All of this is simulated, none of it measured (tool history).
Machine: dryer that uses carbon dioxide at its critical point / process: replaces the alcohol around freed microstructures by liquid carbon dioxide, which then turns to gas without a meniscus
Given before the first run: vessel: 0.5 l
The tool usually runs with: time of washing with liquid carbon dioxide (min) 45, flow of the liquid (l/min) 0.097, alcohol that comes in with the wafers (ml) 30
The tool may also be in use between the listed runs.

run     day  time of washing with liquid carbon dioxide (min)  flow of the liquid (l/min)  alcohol that comes in with the wafers (ml)  alcohol left in the vessel before it's heated (ppm by volume)
  1       0                                                45                       0.097                                          30                                                             93
  2   0.621                                                45                       0.097                                          30                                                            104
  3   1.008                                                45                       0.097                                          30                                                             99
  4   1.371                                                45                       0.097                                          58                                                            163
  5   2.046                                                45                       0.097                                          24                                                             94
  6   2.375                                                53                       0.097                                          30                                                             61
  7   3.138                                                53                       0.097                                          30                                                             68
  8   3.888                                                45                       0.059                                          30                                                           1221
  9   4.246                                                45                       0.097                                          22                                                             99
 10   4.829                                                45                       0.097                                          22                                                            106
 11   5.604                                                45                       0.097                                          22                                                            108
 12   6.196                                                45                       0.097                                          22                                                            112
 13   6.942                                                50                       0.097                                          30                                                             97
 14   7.492                                                27                       0.097                                          30                                                           1179
      7.817  -- inlet filter changed
 15   7.942                                                27                       0.097                                          30                                                            722
 16   8.554                                                27                       0.097                                          30                                                            756
 17   9.325                                                27                      0.1257                                          28                                                            213
 18  10.042                                                27                      0.1257                                          28                                                            213
 19  10.642                                                41                      0.0972                                          86                                                            256
 20  11.404                                                60                      0.1349                                          39                                                             58
 21  11.938                                                67                      0.0736                                          79                                                            104
 22  12.292                                                67                      0.0843                                          79                                                             70
 23  12.892                                                45                      0.0648                                          30                                                            612
 24  13.625                                                31                      0.0884                                          30                                                            694
 25  13.967                                                27                      0.0729                                          39                                                           3135
 26  14.717                                                27                      0.0729                                          39                                                           3216
 27  15.383                                                27                      0.0729                                          39                                                           3355

Below are 3 alternative next runs, each starting from the tool's condition after run 27. Predict each:
  A  15.95                                                53                      0.0729                                          52                                                              ?
  B  15.95                                                45                       0.097                                          27                                                              ?
  C  15.95                                                27                       0.108                                          47                                                              ?

run  alcohol left in the vessel before it's heated (ppm by volume)
  A                                                            267
  B                                                            113
  C                                                            782
Without the tool's hidden state the same runs would have given:
run  alcohol left in the vessel before it's heated (ppm by volume)
  A                                                            163
  B                                                             39
  C                                                            602

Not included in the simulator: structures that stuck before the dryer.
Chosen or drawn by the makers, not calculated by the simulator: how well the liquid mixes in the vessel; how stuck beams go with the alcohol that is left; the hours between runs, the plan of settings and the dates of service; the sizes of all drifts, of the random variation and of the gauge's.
